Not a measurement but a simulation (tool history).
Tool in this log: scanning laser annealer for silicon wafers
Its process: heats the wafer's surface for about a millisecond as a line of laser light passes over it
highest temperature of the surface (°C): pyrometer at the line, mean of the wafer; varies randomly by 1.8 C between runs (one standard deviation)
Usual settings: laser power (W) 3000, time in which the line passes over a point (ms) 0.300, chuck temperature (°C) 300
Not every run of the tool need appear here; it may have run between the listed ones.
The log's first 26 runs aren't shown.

run	hour	laser power (W)	time in which the line passes over a point (ms)	chuck temperature (°C)	hours of work since the window was cleaned	hours of work since the power meter was calibrated	hours of work since the optics were aligned	highest temperature of the surface (°C)
27	1212.1	2686	0.300	260	63	1285	163	878
28	1260.3	2686	0.300	260	92	1314	192	877
29	1299.5	2686	0.300	260	116	1338	216	875
30	1360.4	2847	0.300	306	154	1375	254	972
31	1415.5	2847	0.300	306	187	1409	287	967
32	1446.6	2847	0.300	306	206	1428	306	966
33	1495.4	3197	0.295	288	236	1458	336	1049
34	1547.2	3197	0.295	288	268	1489	368	1048
35	1594.0	3197	0.295	288	296	1518	396	1049
36	1644.2	3197	0.295	288	327	1549	427	1050
37	1674.8	3000	0.354	272	345	1567	445	1036
38	1709.3	2821	0.221	309	367	1588	466	878
39	1745.4	3176	0.345	309	389	1610	488	1121
40	1789.2	3176	0.345	300	415	1637	515	1108

Alternative continuations, all from the tool just after run 40; predict every row:
A	1835.9	3000	0.300	303	444	1666	544	?
B	1835.9	2694	0.300	278	444	1666	544	?
C	1835.9	2763	0.300	300	444	1666	544	?

run	highest temperature of the surface (°C)
A	1008
B	896
C	940
With the hidden condition removed and each run's random variation left untouched, the same runs would have given:
run	highest temperature of the surface (°C)
A	1009
B	896
C	940

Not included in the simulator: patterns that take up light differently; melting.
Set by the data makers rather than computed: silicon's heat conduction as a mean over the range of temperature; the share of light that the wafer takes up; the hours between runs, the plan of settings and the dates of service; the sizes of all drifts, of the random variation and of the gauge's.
